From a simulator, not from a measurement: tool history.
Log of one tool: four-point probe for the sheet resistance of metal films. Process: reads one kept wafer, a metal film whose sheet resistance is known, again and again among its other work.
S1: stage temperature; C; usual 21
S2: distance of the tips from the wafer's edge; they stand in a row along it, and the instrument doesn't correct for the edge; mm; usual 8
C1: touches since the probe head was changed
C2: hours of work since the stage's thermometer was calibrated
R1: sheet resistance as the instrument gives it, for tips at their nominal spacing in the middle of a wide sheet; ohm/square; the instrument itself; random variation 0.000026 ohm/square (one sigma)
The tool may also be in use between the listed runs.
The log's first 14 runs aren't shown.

run,day,S1,S2,C1,C2,R1
15,49.425,21,21,29879,125,0.126833
16,53.596,21,21,32202,189,0.126805
17,58.229,23,4,34786,260,0.133267
18,60.512,23,4,36059,294,0.133269
19,65.792,23,4,39002,375,0.133272
20,69.979,19,5,41337,438,0.130533
21,72.767,19,38,42891,481,0.126420
22,75.988,19,38,44686,530,0.126339
23,79.446,19,38,46613,583,0.126365
24,82.617,22,17,48382,631,0.127059
25,86.708,32,7,50662,693,0.130102
26,90.383,21,13,52712,749,0.127168
27,92.917,30,16,54123,788,0.128049
28,96.558,30,16,56155,843,0.128032
29,101.829,29,5,59092,923,0.131797
30,107.225,22,20,62100,1006,0.126938

Forecast each of these 5 alternatives for the next run:
A,110.362,25,59,63850,1053,?
B,110.362,33,5,63850,1053,?
C,110.362,19,6,63850,1053,?
D,110.362,22,19,63850,1053,?
E,110.362,19,9,63850,1053,?

run,R1
A,0.127051
B,0.132299
C,0.129243
D,0.126947
E,0.127635
Without the tool's hidden state the same runs would have given:
run,R1
A,0.127076
B,0.132325
C,0.129269
D,0.126972
E,0.127661
